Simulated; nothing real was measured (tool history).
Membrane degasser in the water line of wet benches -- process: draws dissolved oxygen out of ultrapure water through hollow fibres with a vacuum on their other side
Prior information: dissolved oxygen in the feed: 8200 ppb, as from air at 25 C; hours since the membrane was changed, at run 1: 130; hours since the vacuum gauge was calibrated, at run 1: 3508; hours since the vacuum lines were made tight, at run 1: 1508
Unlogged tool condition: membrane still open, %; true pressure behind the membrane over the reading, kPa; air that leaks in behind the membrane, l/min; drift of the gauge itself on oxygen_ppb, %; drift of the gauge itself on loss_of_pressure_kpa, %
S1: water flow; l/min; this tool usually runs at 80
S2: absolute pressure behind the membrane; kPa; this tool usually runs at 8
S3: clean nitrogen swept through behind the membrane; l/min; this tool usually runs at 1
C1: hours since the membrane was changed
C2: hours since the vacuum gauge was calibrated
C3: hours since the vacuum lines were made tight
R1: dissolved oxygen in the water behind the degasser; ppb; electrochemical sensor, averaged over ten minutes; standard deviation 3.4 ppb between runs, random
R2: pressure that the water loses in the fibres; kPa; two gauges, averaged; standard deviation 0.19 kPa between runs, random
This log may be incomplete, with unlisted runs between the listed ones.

run	day	S1	S2	S3	C1	C2	C3	R1	R2
1	0	80	8	1	130	3508	1508	705.9	42.51
2	0.879	80	8	1	151	3530	1529	697.4	42.61
3	2.538	80	8	1	191	3569	1568	703.6	42.57
4	3.721	80	8	1	219	3598	1597	707.3	42.53
5	5.525	80	8	1	263	3641	1640	706.1	42.46
6	6.679	80	8	1	290	3669	1668	704.9	42.61
7	7.979	64	8	1	322	3700	1699	586.9	34.03
8	9.804	61	8	1	365	3744	1743	570.9	32.36
9	11.354	61	8	1	403	3781	1780	570.4	32.67
10	12.408	56	8	2.6	428	3806	1805	277.7	29.75
11	13.479	56	8	2.6	454	3832	1831	277.1	29.55
12	15.238	85	4.98	0.74	496	3874	1873	413	45.44
13	16.579	85	4.98	0.74	528	3906	1906	411.3	45.32
14	18.129	64	10.6	0.51	565	3944	1943	1272.2	34.22
15	18.912	58	4.99	1	584	3962	1961	246	31.23
16	20.238	60	4.99	0.44	616	3994	1993	389.9	31.83
# day 20.596: gauge calibrated
17	21.142	60	14.41	0.44	638	4016	2015	1824.6	32.11

Here are 3 independent what-if runs from the current tool condition. What would each one return?
# day 21.867: vacuum gauge calibrated
A	22.112	82	8.61	0.52	660	6	2038	?	?
# day 21.867: vacuum gauge calibrated
B	22.112	80	13.23	2.19	660	6	2038	?	?
# day 21.867: vacuum gauge calibrated
C	22.112	80	5.33	1	660	6	2038	?	?

run	R1	R2
A	1101.4	43.56
B	789.7	42.59
C	380.1	42.69
Take away the tool's hidden state, keep each run's random variation, and the runs would have read:
run	R1	R2
A	1099.3	43.56
B	788.2	42.59
C	379.3	42.69
